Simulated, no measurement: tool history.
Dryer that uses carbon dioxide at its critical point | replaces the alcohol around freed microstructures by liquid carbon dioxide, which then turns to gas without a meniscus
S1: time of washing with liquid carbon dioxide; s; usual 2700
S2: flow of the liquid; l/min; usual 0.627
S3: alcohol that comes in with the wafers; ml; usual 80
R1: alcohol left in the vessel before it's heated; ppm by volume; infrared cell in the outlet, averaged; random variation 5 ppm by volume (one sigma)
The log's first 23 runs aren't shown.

{"run": 24, "hour": 253.2, "S1": 3900, "S2": 0.627, "S3": 71, "R1": 85}
{"run": 25, "hour": 263.3, "S1": 3900, "S2": 0.627, "S3": 71, "R1": 85}
{"run": 26, "hour": 276.7, "S1": 3900, "S2": 0.627, "S3": 71, "R1": 92}
{"run": 27, "hour": 289.9, "S1": 2220, "S2": 0.627, "S3": 103, "R1": 315}
{"run": 28, "hour": 299.2, "S1": 2220, "S2": 0.627, "S3": 103, "R1": 317}
{"run": 29, "hour": 314.2, "S1": 2220, "S2": 0.847, "S3": 50, "R1": 117}
{"run": 30, "hour": 321.3, "S1": 2100, "S2": 0.797, "S3": 80, "R1": 160}
{"run": 31, "hour": 329.2, "S1": 2100, "S2": 0.397, "S3": 28, "R1": 495}
{"run": 32, "hour": 344.0, "S1": 3060, "S2": 0.498, "S3": 36, "R1": 138}
{"run": 33, "hour": 356.1, "S1": 2280, "S2": 0.586, "S3": 44, "R1": 223}
{"run": 34, "hour": 366.2, "S1": 2280, "S2": 0.586, "S3": 44, "R1": 217}
{"run": 35, "hour": 377.9, "S1": 3060, "S2": 0.627, "S3": 49, "R1": 119}
{"hour": 379.8, "done": "inlet filter changed"}
{"run": 36, "hour": 385.2, "S1": 1680, "S2": 0.469, "S3": 80, "R1": 925}
{"run": 37, "hour": 396.9, "S1": 3720, "S2": 0.584, "S3": 80, "R1": 102}
{"run": 38, "hour": 403.6, "S1": 3540, "S2": 0.451, "S3": 26, "R1": 113}
{"run": 39, "hour": 409.8, "S1": 2640, "S2": 0.627, "S3": 80, "R1": 139}
{"run": 40, "hour": 420.1, "S1": 3840, "S2": 0.632, "S3": 80, "R1": 102}
{"run": 41, "hour": 433.7, "S1": 4020, "S2": 0.559, "S3": 48, "R1": 106}
{"run": 42, "hour": 447.5, "S1": 3420, "S2": 0.425, "S3": 65, "R1": 151}

5 ways to go on from here, each from the tool as it stands after run 42. What would each give?
{"run": "A", "hour": 455.1, "S1": 3420, "S2": 0.425, "S3": 48, "R1": "?"}
{"run": "B", "hour": 455.1, "S1": 1860, "S2": 0.927, "S3": 111, "R1": "?"}
{"run": "C", "hour": 455.1, "S1": 2040, "S2": 0.425, "S3": 65, "R1": "?"}
{"run": "D", "hour": 455.1, "S1": 1800, "S2": 0.516, "S3": 89, "R1": "?"}
{"run": "E", "hour": 455.1, "S1": 2580, "S2": 1.02, "S3": 25, "R1": "?"}

run=A R1=134
run=B R1=136
run=C R1=633
run=D R1=678
run=E R1=107
Without the tool's hidden state the same runs would have given:
run=A R1=33
run=B R1=35
run=C R1=488
run=D R1=532
run=E R1=7
